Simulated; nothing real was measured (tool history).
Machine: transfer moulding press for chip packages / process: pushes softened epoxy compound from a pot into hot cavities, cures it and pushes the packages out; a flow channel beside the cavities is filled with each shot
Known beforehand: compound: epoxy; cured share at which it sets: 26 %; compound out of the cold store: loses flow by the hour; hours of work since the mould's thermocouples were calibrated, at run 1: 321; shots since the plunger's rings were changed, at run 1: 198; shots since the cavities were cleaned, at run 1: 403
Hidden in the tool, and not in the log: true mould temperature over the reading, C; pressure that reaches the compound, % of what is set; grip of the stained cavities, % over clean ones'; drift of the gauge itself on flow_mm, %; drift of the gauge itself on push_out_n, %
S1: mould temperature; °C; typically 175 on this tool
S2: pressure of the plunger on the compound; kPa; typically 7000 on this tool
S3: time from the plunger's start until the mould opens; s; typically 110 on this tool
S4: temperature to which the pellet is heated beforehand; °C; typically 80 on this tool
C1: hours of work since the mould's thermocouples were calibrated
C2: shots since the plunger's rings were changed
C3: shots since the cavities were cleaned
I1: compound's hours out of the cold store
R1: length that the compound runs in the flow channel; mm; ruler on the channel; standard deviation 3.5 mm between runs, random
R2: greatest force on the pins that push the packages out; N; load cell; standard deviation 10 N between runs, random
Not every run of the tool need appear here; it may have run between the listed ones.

Run 1, hour 0.0: usual settings; C1 321; C2 198; C3 403; I1 11.8. Result: R1 879 mm, R2 478 N.
At hour 3.5: cavities cleaned with cleaning compound and waxed.
Run 2, hour 13.4: usual settings; C1 327; C2 290; C3 77; I1 34.3. Result: R1 814 mm, R2 483 N.
Run 3, hour 23.1: usual settings but S3 130 s; C1 331; C2 365; C3 152; I1 11.0. Result: R1 886 mm, R2 446 N.
Run 4, hour 35.0: usual settings but S3 95 s; C1 337; C2 457; C3 244; I1 12.4. Result: R1 882 mm, R2 571 N.
Run 5, hour 45.3: usual settings; C1 343; C2 536; C3 323; I1 45.1. Result: R1 768 mm, R2 471 N.
Run 6, hour 55.9: usual settings but S1 183 °C; C1 348; C2 618; C3 405; I1 46.4. Result: R1 755 mm, R2 444 N.
At hour 59.3: cavities cleaned with cleaning compound and waxed.
Run 7, hour 65.7: usual settings but S1 183 °C, S3 104 s; C1 352; C2 682; C3 50; I1 17.7. Result: R1 843 mm, R2 444 N.
Run 8, hour 77.8: usual settings but S1 183 °C, S3 104 s; C1 358; C2 775; C3 143; I1 45.9. Result: R1 758 mm, R2 443 N.
Run 9, hour 90.0: usual settings but S1 183 °C, S3 104 s; C1 364; C2 869; C3 237; I1 10.4. Result: R1 855 mm, R2 452 N.
Run 10, hour 105.5: usual settings but S1 183 °C, S3 104 s; C1 372; C2 989; C3 357; I1 46.9. Result: R1 749 mm, R2 442 N.
At hour 114.8: cavities cleaned with cleaning compound and waxed.
Run 11, hour 114.8: usual settings but S1 183 °C, S3 104 s; C1 376; C2 1050; C3 0; I1 25.7. Result: R1 815 mm, R2 433 N.
Run 12, hour 126.3: usual settings but S1 183 °C, S3 104 s; C1 382; C2 1138; C3 88; I1 42.2. Result: R1 763 mm, R2 436 N.
Run 13, hour 134.6: usual settings; C1 386; C2 1202; C3 152; I1 44.3. Result: R1 779 mm, R2 458 N.
Run 14, hour 143.7: usual settings but S3 146 s; C1 390; C2 1272; C3 222; I1 30.3. Result: R1 821 mm, R2 452 N.
Run 15, hour 155.5: usual settings but S3 146 s; C1 396; C2 1363; C3 313; I1 21.1. Result: R1 854 mm, R2 450 N.
At hour 171.1: cavities cleaned with cleaning compound and waxed.
Run 16, hour 171.1: usual settings but S2 5680 kPa; C1 403; C2 1472; C3 0; I1 46.2. Result: R1 700 mm, R2 480 N.
Run 17, hour 182.7: usual settings but S2 5680 kPa; C1 409; C2 1562; C3 90; I1 25.8. Result: R1 751 mm, R2 482 N.
Run 18, hour 196.7: usual settings but S1 170 °C, S2 6320 kPa, S3 91 s, S4 75 °C; C1 416; C2 1670; C3 198; I1 8.2. Result: R1 865 mm, R2 884 N.
Run 19, hour 204.6: usual settings but S1 173 °C, S3 111 s, S4 83 °C; C1 420; C2 1731; C3 259; I1 9.9. Result: R1 889 mm, R2 493 N.
Run 20, hour 218.3: usual settings but S1 173 °C, S3 123 s, S4 83 °C; C1 427; C2 1837; C3 365; I1 34.4. Result: R1 813 mm, R2 448 N.
At hour 227.1: cavities cleaned with cleaning compound and waxed.
Run 21, hour 227.2: usual settings but S1 177 °C, S2 5400 kPa, S3 136 s, S4 71 °C; C1 431; C2 1894; C3 1; I1 10.9. Result: R1 772 mm, R2 455 N.
Run 22, hour 236.7: usual settings but S3 140 s; C1 435; C2 1966; C3 73; I1 24.3. Result: R1 844 mm, R2 451 N.
Run 23, hour 248.2: usual settings but S1 172 °C, S3 93 s; C1 441; C2 2056; C3 163; I1 24.2. Result: R1 846 mm, R2 691 N.
Run 24, hour 262.4: usual settings but S1 172 °C, S2 7640 kPa, S3 93 s, S4 82 °C; C1 448; C2 2165; C3 272; I1 35.3. Result: R1 853 mm, R2 665 N.
Run 25, hour 269.9: usual settings but S1 172 °C, S2 7640 kPa, S3 93 s, S4 82 °C; C1 452; C2 2223; C3 330; I1 24.6. Result: R1 889 mm, R2 650 N.
At hour 283.6: cavities cleaned with cleaning compound and waxed.
Run 26, hour 286.2: usual settings but S2 5860 kPa, S3 116 s; C1 459; C2 2337; C3 20; I1 25.7. Result: R1 763 mm, R2 467 N.
Run 27, hour 293.9: usual settings but S1 174 °C, S2 5860 kPa, S3 116 s, S4 79 °C; C1 463; C2 2397; C3 80; I1 14.5. Result: R1 797 mm, R2 462 N.
Run 28, hour 302.5: usual settings but S1 181 °C, S2 6020 kPa, S3 104 s, S4 79 °C; C1 467; C2 2463; C3 146; I1 40.2. Result: R1 717 mm, R2 432 N.
Run 29, hour 312.5: usual settings but S1 181 °C, S2 8400 kPa, S3 104 s, S4 79 °C; C1 472; C2 2540; C3 223; I1 40.8. Result: R1 846 mm, R2 447 N.

Forecast each of these 3 alternatives for the next run:
Run A, hour 324.0: usual settings but S4 83 °C; C1 478; C2 2628; C3 311; I1 30.1. Result: R1 ?, R2 ?.
Run B, hour 324.0: usual settings but S1 181 °C, S2 8400 kPa, S3 104 s, S4 82 °C; C1 478; C2 2628; C3 311; I1 44.7. Result: R1 ?, R2 ?.
Run C, hour 324.0: usual settings but S1 181 °C, S2 8400 kPa, S3 147 s, S4 79 °C; C1 478; C2 2628; C3 311; I1 25.0. Result: R1 ?, R2 ?.

run   R1   R2
  A  820  486
  B  833  449
  C  900  440
Without the tool's unlogged condition, the same runs would have read:
run   R1   R2
  A  823  479
  B  835  442
  C  903  433

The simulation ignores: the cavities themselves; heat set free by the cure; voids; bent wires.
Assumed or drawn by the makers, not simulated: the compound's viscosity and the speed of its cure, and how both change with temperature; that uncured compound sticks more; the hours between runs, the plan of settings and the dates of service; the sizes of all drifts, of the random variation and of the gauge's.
